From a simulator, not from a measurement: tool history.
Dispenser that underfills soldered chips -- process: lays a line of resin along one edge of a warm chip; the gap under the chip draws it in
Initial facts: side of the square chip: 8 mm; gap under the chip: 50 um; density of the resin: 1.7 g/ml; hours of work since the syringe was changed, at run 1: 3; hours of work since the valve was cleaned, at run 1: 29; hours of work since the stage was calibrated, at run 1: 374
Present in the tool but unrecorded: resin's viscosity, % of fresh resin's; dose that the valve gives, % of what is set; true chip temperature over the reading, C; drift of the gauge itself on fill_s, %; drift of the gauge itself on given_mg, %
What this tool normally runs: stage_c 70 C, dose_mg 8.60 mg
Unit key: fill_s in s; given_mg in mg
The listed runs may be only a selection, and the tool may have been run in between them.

run	hour	stage_c	dose_mg	hours of work since the syringe was changed	hours of work since the valve was cleaned	hours of work since the stage was calibrated	fill_s	given_mg
1	0.0	70	8.60	3	29	374	76.0	8.49
# hour 4.9: new syringe of resin
2	10.6	70	8.60	4	36	382	81.8	8.45
# hour 13.3: new syringe of resin
# hour 19.2: stage's temperature calibrated
# hour 22.8: new syringe of resin
3	24.6	70	10.86	1	46	4	75.6	10.63
# hour 31.3: new syringe of resin
4	35.2	70	8.60	3	54	12	82.0	8.37
# hour 38.8: dispensing valve cleaned and set on the balance
# hour 40.1: new syringe of resin
5	43.9	70	8.60	3	4	17	85.8	8.58
# hour 48.0: new syringe of resin
# hour 56.4: new syringe of resin
6	57.0	82	8.60	0	13	27	43.8	8.56
7	62.1	62	8.60	4	17	30	130.8	8.53
# hour 64.9: new syringe of resin
# hour 72.9: new syringe of resin
8	73.0	62	8.60	0	25	38	105.3	8.48
# hour 80.9: new syringe of resin
9	85.1	62	8.60	3	34	47	125.0	8.45
# hour 88.7: new syringe of resin
10	94.8	84	8.60	5	41	54	49.9	8.39
# hour 96.7: new syringe of resin
11	101.5	62	9.89	4	45	59	126.6	9.67
# hour 104.5: new syringe of resin
# hour 112.4: new syringe of resin
12	113.0	82	10.58	0	54	67	42.5	10.29
# hour 116.5: dispensing valve cleaned and set on the balance
# hour 121.7: new syringe of resin
13	125.1	57	9.59	3	6	75	149.3	9.54
# hour 129.6: new syringe of resin
14	133.3	69	9.93	3	12	81	86.0	9.86
# hour 137.9: new syringe of resin
15	140.6	84	8.60	2	18	87	43.2	8.49
# hour 146.5: new syringe of resin
16	148.3	66	10.84	1	23	92	90.4	10.69

4 options for the next run, each taken on its own from the tool as it stands now. Forecast them:
# hour 154.5: new syringe of resin
A	155.0	60	10.60	0	28	97	?	?
# hour 154.5: new syringe of resin
B	155.0	61	8.60	0	28	97	?	?
# hour 154.5: new syringe of resin
C	155.0	61	10.67	0	28	97	?	?
# hour 154.5: new syringe of resin
D	155.0	70	9.34	0	28	97	?	?

run	fill_s	given_mg
A	112.9	10.42
B	113.9	8.46
C	108.7	10.51
D	70.5	9.19
With the hidden condition removed and each run's random variation left untouched, the same runs would have given:
run	fill_s	given_mg
A	110.4	10.59
B	111.3	8.59
C	106.3	10.67
D	68.8	9.34

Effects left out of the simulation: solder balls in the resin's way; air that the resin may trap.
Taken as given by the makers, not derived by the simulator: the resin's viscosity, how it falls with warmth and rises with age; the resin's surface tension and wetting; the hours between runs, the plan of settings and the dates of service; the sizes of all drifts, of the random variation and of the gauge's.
